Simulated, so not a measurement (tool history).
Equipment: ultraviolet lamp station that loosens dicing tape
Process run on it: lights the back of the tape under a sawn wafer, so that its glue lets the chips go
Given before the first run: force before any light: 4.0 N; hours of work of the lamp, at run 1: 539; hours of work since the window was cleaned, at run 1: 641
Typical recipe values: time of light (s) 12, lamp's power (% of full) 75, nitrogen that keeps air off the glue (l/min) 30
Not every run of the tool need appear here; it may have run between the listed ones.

run   hour  time of light (s)  lamp's power (% of full)  nitrogen that keeps air off the glue (l/min)  hours of work of the lamp  hours of work since the window was cleaned  force that peels the tape off (N)  light that reached the tape (J/m2)
  1    0.0                 12                        75                                            30                        539                                         641                              0.444                                4440
       4.2  -- window cleaned of glue's vapour
  2   28.9                 12                        75                                            53                        560                                          18                              0.340                                4460
  3   58.4                 12                        75                                            53                        582                                          40                              0.345                                4450
  4   92.7                 12                        75                                            17                        607                                          65                              0.577                                4470
  5  110.2                 12                        75                                            17                        620                                          78                              0.596                                4480
  6  142.6                 12                        75                                            30                        644                                         102                              0.426                                4480
  7  166.1                 12                        75                                            30                        661                                         119                              0.443                                4440
  8  194.3                 12                        75                                            30                        682                                         140                              0.440                                4480
  9  217.2                 12                        75                                            30                        698                                         157                              0.438                                4450
 10  238.5                 12                        75                                            30                        714                                         172                              0.430                                4410
 11  268.2                 12                        75                                            30                        736                                         194                              0.443                                4440
 12  295.1                 12                        75                                            51                        756                                         214                              0.357                                4440
 13  328.6                 12                        75                                            51                        780                                         238                              0.350                                4440
 14  348.5                 12                        75                                            51                        795                                         253                              0.348                                4460
 15  377.5                 15                        81                                            32                        816                                         274                              0.219                                5980
 16  402.0                 17                        87                                            11                        834                                         292                              0.276                                7340
 17  431.0                 17                        87                                            11                        855                                         314                              0.284                                7270
 18  453.9                  6                        78                                            21                        872                                         330                              1.309                                2310
 19  471.2                  6                        78                                            21                        885                                         343                              1.391                                2310
 20  487.3                 17                        75                                            15                        897                                         355                              0.337                                6300
 21  511.8                 20                        75                                            10                        915                                         373                              0.287                                7440
 22  526.2                 20                        75                                            10                        925                                         384                              0.309                                7380
 23  547.6                 21                        60                                            30                        941                                         399                              0.213                                6270
 24  565.5                 21                        63                                            47                        954                                         412                              0.151                                6500
 25  591.7                 17                        94                                            19                        974                                         432                              0.164                                7980
 26  607.1                 12                        69                                            30                        985                                         443                              0.524                                4110

Below are 5 alternative next runs, each starting from the tool's condition after run 26. Predict each:
  A  636.8                  7                       100                                            30                       1007                                         465                                  ?                                   ?
  B  636.8                 12                        75                                            17                       1007                                         465                                  ?                                   ?
  C  636.8                 12                        94                                            22                       1007                                         465                                  ?                                   ?
  D  636.8                 12                        69                                            30                       1007                                         465                                  ?                                   ?
  E  636.8                 20                        70                                            11                       1007                                         465                                  ?                                   ?

run  force that peels the tape off (N)  light that reached the tape (J/m2)
  A                              0.677                                3420
  B                              0.579                                4410
  C                              0.333                                5550
  D                              0.492                                4010
  E                              0.323                                6950
With the hidden condition removed and each run's random variation left untouched, the same runs would have given:
run  force that peels the tape off (N)  light that reached the tape (J/m2)
  A                              0.674                                3430
  B                              0.577                                4420
  C                              0.331                                5560
  D                              0.490                                4020
  E                              0.321                                6970

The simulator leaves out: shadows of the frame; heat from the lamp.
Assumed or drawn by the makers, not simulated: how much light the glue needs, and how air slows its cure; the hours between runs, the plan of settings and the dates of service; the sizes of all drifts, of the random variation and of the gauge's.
